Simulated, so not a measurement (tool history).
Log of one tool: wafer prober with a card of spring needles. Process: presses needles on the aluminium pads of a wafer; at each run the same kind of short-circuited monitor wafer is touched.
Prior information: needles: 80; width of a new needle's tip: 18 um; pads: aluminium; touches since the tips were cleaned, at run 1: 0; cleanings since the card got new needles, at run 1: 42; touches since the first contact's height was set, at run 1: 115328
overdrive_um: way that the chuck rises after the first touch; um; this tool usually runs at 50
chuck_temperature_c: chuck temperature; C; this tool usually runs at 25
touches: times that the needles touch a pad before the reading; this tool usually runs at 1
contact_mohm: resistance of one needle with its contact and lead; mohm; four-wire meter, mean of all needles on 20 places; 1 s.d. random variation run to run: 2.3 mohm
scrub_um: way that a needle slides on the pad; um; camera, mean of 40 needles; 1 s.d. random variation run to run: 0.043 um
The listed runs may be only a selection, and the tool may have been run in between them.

run    hour  overdrive_um  chuck_temperature_c  touches  touches since the tips were cleaned  cleanings since the card got new needles  touches since the first contact's height was set  contact_mohm  scrub_um
  1     0.0            50                   25        1                                    0                                        42                                            115328           274      9.21
        7.8  -- tips cleaned on abrasive film
       15.6  -- tips cleaned on abrasive film
       25.4  -- tips cleaned on abrasive film
       33.2  -- tips cleaned on abrasive film
       41.0  -- tips cleaned on abrasive film
       48.8  -- tips cleaned on abrasive film
       58.6  -- tips cleaned on abrasive film
       67.5  -- tips cleaned on abrasive film
  2    67.5            50                   25        2                                    0                                        50                                            136059           269      8.75
       75.3  -- tips cleaned on abrasive film
       85.1  -- tips cleaned on abrasive film
       94.8  -- tips cleaned on abrasive film
      102.7  -- tips cleaned on abrasive film
  3   108.3            50                   25        2                                 1758                                        54                                            148611           347      8.57
      112.3  -- tips cleaned on abrasive film
      120.1  -- tips cleaned on abrasive film
      127.9  -- tips cleaned on abrasive film
      137.7  -- tips cleaned on abrasive film
  4   144.8            50                   25        2                                 2227                                        58                                            159834           366      8.53
      146.9  -- tips cleaned on abrasive film
      154.7  -- tips cleaned on abrasive film
      162.5  -- tips cleaned on abrasive film
      170.3  -- tips cleaned on abrasive film
      180.1  -- tips cleaned on abrasive film
      187.9  -- tips cleaned on abrasive film
      197.6  -- tips cleaned on abrasive film
  5   202.4            63                   25        2                                 1496                                        65                                            177521           300     10.93
      206.4  -- tips cleaned on abrasive film
      214.2  -- tips cleaned on abrasive film
      224.0  -- tips cleaned on abrasive film
      231.8  -- tips cleaned on abrasive film
      234.0  -- height of the first contact set anew
      241.8  -- tips cleaned on abrasive film
      251.6  -- tips cleaned on abrasive film
      259.4  -- tips cleaned on abrasive film
      267.2  -- tips cleaned on abrasive film
      277.0  -- tips cleaned on abrasive film
  6   283.6            63                   58        2                                 2066                                        74                                             15259           305     12.23
      285.7  -- tips cleaned on abrasive film
      295.4  -- tips cleaned on abrasive film
      305.2  -- tips cleaned on abrasive film
      314.9  -- tips cleaned on abrasive film
      322.7  -- tips cleaned on abrasive film
      330.6  -- tips cleaned on abrasive film
      340.3  -- tips cleaned on abrasive film
      350.1  -- tips cleaned on abrasive film
  7   356.0            50                   25        1                                 1853                                        82                                             37502           379      9.61
      358.0  -- tips cleaned on abrasive film
      365.9  -- tips cleaned on abrasive film
      375.6  -- tips cleaned on abrasive film
      379.6  -- tips cleaned on abrasive film, once more
      387.4  -- tips cleaned on abrasive film
      397.1  -- tips cleaned on abrasive film
  8   397.4            61                   25        1                                   95                                        88                                             50188           269     11.69
      405.3  -- tips cleaned on abrasive film
      415.0  -- tips cleaned on abrasive film
      422.8  -- tips cleaned on abrasive film
      430.7  -- tips cleaned on abrasive film
      440.4  -- tips cleaned on abrasive film
      450.2  -- tips cleaned on abrasive film
      458.0  -- tips cleaned on abrasive film
      467.7  -- tips cleaned on abrasive film
      477.5  -- tips cleaned on abrasive film
  9   478.3            50                   25        3                                  262                                        97                                             75038           275      9.43
      486.1  -- tips cleaned on abrasive film
      494.0  -- tips cleaned on abrasive film
      503.7  -- tips cleaned on abrasive film
      511.5  -- tips cleaned on abrasive film
      521.3  -- tips cleaned on abrasive film
      529.1  -- tips cleaned on abrasive film
      538.7  -- tips cleaned on abrasive film
 10   538.7            50                   25        3                                    0                                       104                                             93594           260      9.31
      548.5  -- tips cleaned on abrasive film
      556.3  -- tips cleaned on abrasive film
      566.0  -- tips cleaned on abrasive film
      575.8  -- tips cleaned on abrasive film
      585.5  -- tips cleaned on abrasive film
      595.3  -- tips cleaned on abrasive film
      605.0  -- tips cleaned on abrasive film
      612.9  -- tips cleaned on abrasive film
 11   615.0            54                   48        1                                  655                                       112                                            117036           308      9.97
      620.8  -- tips cleaned on abrasive film
      630.6  -- tips cleaned on abrasive film
      638.4  -- tips cleaned on abrasive film
      648.2  -- tips cleaned on abrasive film
      657.9  -- tips cleaned on abrasive film
      667.7  -- tips cleaned on abrasive film
 12   669.5            54                   48        1                                  558                                       118                                            133781           317      9.94
      677.3  -- tips cleaned on abrasive film
      687.0  -- tips cleaned on abrasive film
      696.8  -- tips cleaned on abrasive film
      706.5  -- tips cleaned on abrasive film
      716.3  -- tips cleaned on abrasive film
      726.0  -- tips cleaned on abrasive film
      733.8  -- tips cleaned on abrasive film
 13   733.9            47                   25        1                                   16                                       125                                            153586           284      8.43
      741.7  -- tips cleaned on abrasive film
      751.5  -- tips cleaned on abrasive film
      761.2  -- tips cleaned on abrasive film
 14   767.8            47                   25        1                                 2055                                       128                                            164035           443      8.31
      769.9  -- tips cleaned on abrasive film
      777.7  -- tips cleaned on abrasive film
      785.5  -- tips cleaned on abrasive film
      795.2  -- tips cleaned on abrasive film
      804.8  -- tips cleaned on abrasive film
 15   804.8            47                   25        1                                    0                                       133                                            175356           284      8.26
      814.5  -- tips cleaned on abrasive film
      822.3  -- tips cleaned on abrasive film
      830.1  -- tips cleaned on abrasive film
      839.9  -- tips cleaned on abrasive film
      844.0  -- height of the first contact set anew
      848.0  -- tips cleaned on abrasive film
      857.8  -- tips cleaned on abrasive film
      867.5  -- tips cleaned on abrasive film
 16   870.2            33                   66        2                                  827                                       140                                              8023           394      6.46
      876.1  -- tips cleaned on abrasive film
      883.9  -- tips cleaned on abrasive film
      893.6  -- tips cleaned on abrasive film
      901.4  -- tips cleaned on abrasive film
      909.3  -- tips cleaned on abrasive film
      917.1  -- tips cleaned on abrasive film
      926.8  -- tips cleaned on abrasive film
 17   934.0            65                   25        1                                 2226                                       147                                             27640           351     12.65
      936.0  -- tips cleaned on abrasive film
      943.8  -- tips cleaned on abrasive film
      953.6  -- tips cleaned on abrasive film
      961.4  -- tips cleaned on abrasive film
      969.2  -- tips cleaned on abrasive film
      979.0  -- tips cleaned on abrasive film
      986.8  -- tips cleaned on abrasive film
      994.6  -- tips cleaned on abrasive film
     1004.4  -- tips cleaned on abrasive film
 18  1008.3            61                   31        1                                 1207                                       156                                             50434           318     11.68
     1012.3  -- tips cleaned on abrasive film
     1020.1  -- tips cleaned on abrasive film
     1029.8  -- tips cleaned on abrasive film
     1037.7  -- tips cleaned on abrasive film
     1047.4  -- tips cleaned on abrasive film
     1057.2  -- tips cleaned on abrasive film
     1066.9  -- tips cleaned on abrasive film
 19  1073.8            50                   25        1                                 2133                                       163                                             70577           412      9.42
     1075.8  -- tips cleaned on abrasive film
     1085.6  -- tips cleaned on abrasive film
     1093.4  -- tips cleaned on abrasive film
     1103.1  -- tips cleaned on abrasive film
     1112.9  -- tips cleaned on abrasive film
     1122.6  -- tips cleaned on abrasive film
     1132.4  -- tips cleaned on abrasive film
     1142.1  -- tips cleaned on abrasive film
 20  1148.9            58                   83        2                                 2106                                       171                                             93671           349     10.84

Here are 5 independent what-if runs from the current tool condition. What would each one return?
     1150.9  -- tips cleaned on abrasive film
     1158.7  -- tips cleaned on abrasive film
     1166.6  -- tips cleaned on abrasive film
     1174.4  -- tips cleaned on abrasive film
     1184.1  -- tips cleaned on abrasive film
  A  1188.2            58                   25        1                                 1266                                       176                                            105729             ?         ?
     1150.9  -- tips cleaned on abrasive film
     1158.7  -- tips cleaned on abrasive film
     1166.6  -- tips cleaned on abrasive film
     1174.4  -- tips cleaned on abrasive film
     1184.1  -- tips cleaned on abrasive film
  B  1188.2            50                   34        2                                 1266                                       176                                            105729             ?         ?
     1150.9  -- tips cleaned on abrasive film
     1158.7  -- tips cleaned on abrasive film
     1166.6  -- tips cleaned on abrasive film
     1174.4  -- tips cleaned on abrasive film
     1184.1  -- tips cleaned on abrasive film
  C  1188.2            50                   96        2                                 1266                                       176                                            105729             ?         ?
     1150.9  -- tips cleaned on abrasive film
     1158.7  -- tips cleaned on abrasive film
     1166.6  -- tips cleaned on abrasive film
     1174.4  -- tips cleaned on abrasive film
     1184.1  -- tips cleaned on abrasive film
  D  1188.2            34                   83        2                                 1266                                       176                                            105729             ?         ?
     1150.9  -- tips cleaned on abrasive film
     1158.7  -- tips cleaned on abrasive film
     1166.6  -- tips cleaned on abrasive film
     1174.4  -- tips cleaned on abrasive film
     1184.1  -- tips cleaned on abrasive film
  E  1188.2            49                   40        1                                 1266                                       176                                            105729             ?         ?

run  contact_mohm  scrub_um
  A           342     10.77
  B           334      9.31
  C           343      9.23
  D           432      6.08
  E           383      9.09
Stripped of hidden state, with their random variation kept, the same runs would have yielded:
run  contact_mohm  scrub_um
  A           253     11.34
  B           261      9.88
  C           275      9.79
  D           284      6.65
  E           262      9.65

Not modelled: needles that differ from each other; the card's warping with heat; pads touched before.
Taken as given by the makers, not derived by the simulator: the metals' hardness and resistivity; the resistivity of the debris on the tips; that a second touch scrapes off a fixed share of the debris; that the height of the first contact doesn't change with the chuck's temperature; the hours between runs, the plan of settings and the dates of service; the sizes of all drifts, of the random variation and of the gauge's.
